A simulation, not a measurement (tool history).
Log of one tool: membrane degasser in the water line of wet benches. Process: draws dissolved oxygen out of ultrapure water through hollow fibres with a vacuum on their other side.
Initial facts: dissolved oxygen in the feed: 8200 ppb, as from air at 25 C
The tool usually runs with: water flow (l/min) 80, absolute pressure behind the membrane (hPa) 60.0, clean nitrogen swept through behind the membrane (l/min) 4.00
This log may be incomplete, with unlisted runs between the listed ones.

| run | hour | water flow (l/min) | absolute pressure behind the membrane (hPa) | clean nitrogen swept through behind the membrane (l/min) | dissolved oxygen in the water behind the degasser (ppb) | pressure that the water loses in the fibres (hPa) |
|---|---|---|---|---|---|---|
| 1 | 0.0 | 80 | 60.0 | 4.00 | 348.8 | 486.5 |
| 2 | 57.6 | 80 | 60.0 | 4.00 | 351.0 | 481.8 |
| 3 | 159.7 | 80 | 60.0 | 4.00 | 346.3 | 482.2 |
| 4 | 252.2 | 80 | 60.0 | 1.75 | 455.2 | 483.1 |
| 5 | 301.4 | 80 | 60.0 | 4.00 | 351.5 | 483.8 |
| 6 | 367.1 | 80 | 66.7 | 4.00 | 380.2 | 481.9 |
| 7 | 462.0 | 72 | 60.0 | 4.00 | 288.8 | 433.8 |
| 8 | 513.8 | 80 | 60.0 | 9.64 | 284.9 | 485.5 |
| 9 | 614.0 | 80 | 75.9 | 4.00 | 410.8 | 481.1 |
| 10 | 711.1 | 80 | 60.0 | 2.90 | 384.3 | 484.2 |
| 11 | 806.4 | 59 | 48.6 | 9.70 | 136.4 | 357.1 |
| 12 | 871.0 | 59 | 48.6 | 9.70 | 132.5 | 359.3 |

What does the tool deliver on the next run?
| 13 | 944.3 | 59 | 48.6 | 9.70 | ? | ? |

Run 13 produced dissolved oxygen in the water behind the degasser (ppb) 134.6, pressure that the water loses in the fibres (hPa) 355.3.
Had the tool carried no hidden state, the very same run would have given dissolved oxygen in the water behind the degasser (ppb) 134.6, pressure that the water loses in the fibres (hPa) 355.3.
